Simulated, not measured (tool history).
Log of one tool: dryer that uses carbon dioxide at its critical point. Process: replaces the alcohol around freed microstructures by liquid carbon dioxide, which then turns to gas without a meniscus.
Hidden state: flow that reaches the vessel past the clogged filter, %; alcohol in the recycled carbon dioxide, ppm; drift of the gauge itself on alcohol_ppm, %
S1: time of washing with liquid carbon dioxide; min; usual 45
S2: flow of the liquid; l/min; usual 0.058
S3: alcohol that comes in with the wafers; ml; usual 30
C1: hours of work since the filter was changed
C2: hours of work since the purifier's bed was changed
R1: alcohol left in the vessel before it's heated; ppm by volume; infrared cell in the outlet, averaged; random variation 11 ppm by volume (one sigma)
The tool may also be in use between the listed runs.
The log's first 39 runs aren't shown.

{"run": 40, "day": 24.625, "S1": 45, "S2": 0.0478, "S3": 20, "C1": 491, "C2": 523, "R1": 1806}
{"run": 41, "day": 25.504, "S1": 51, "S2": 0.0666, "S3": 108, "C1": 501, "C2": 534, "R1": 1736}
{"run": 42, "day": 26.292, "S1": 51, "S2": 0.0644, "S3": 108, "C1": 511, "C2": 543, "R1": 2045}
{"run": 43, "day": 26.95, "S1": 57, "S2": 0.04, "S3": 112, "C1": 518, "C2": 551, "R1": 8221}
{"day": 27.642, "done": "inlet filter changed"}
{"run": 44, "day": 27.858, "S1": 66, "S2": 0.0691, "S3": 48, "C1": 3, "C2": 561, "R1": 116}
{"run": 45, "day": 28.304, "S1": 37, "S2": 0.0548, "S3": 48, "C1": 8, "C2": 567, "R1": 3072}
{"run": 46, "day": 28.929, "S1": 46, "S2": 0.058, "S3": 30, "C1": 15, "C2": 574, "R1": 741}
{"run": 47, "day": 29.312, "S1": 31, "S2": 0.058, "S3": 23, "C1": 20, "C2": 579, "R1": 2256}

Forecast each of these 4 alternatives for the next run:
{"run": "A", "day": 29.879, "S1": 70, "S2": 0.0612, "S3": 47, "C1": 27, "C2": 585, "R1": "?"}
{"run": "B", "day": 29.879, "S1": 31, "S2": 0.0485, "S3": 44, "C1": 27, "C2": 585, "R1": "?"}
{"run": "C", "day": 29.879, "S1": 33, "S2": 0.058, "S3": 23, "C1": 27, "C2": 585, "R1": "?"}
{"run": "D", "day": 29.879, "S1": 31, "S2": 0.0459, "S3": 47, "C1": 27, "C2": 585, "R1": "?"}

run=A R1=150
run=B R1=6962
run=C R1=1904
run=D R1=8342
Without the tool's hidden state the same runs would have given:
run=A R1=62
run=B R1=6608
run=C R1=1730
run=D R1=7952
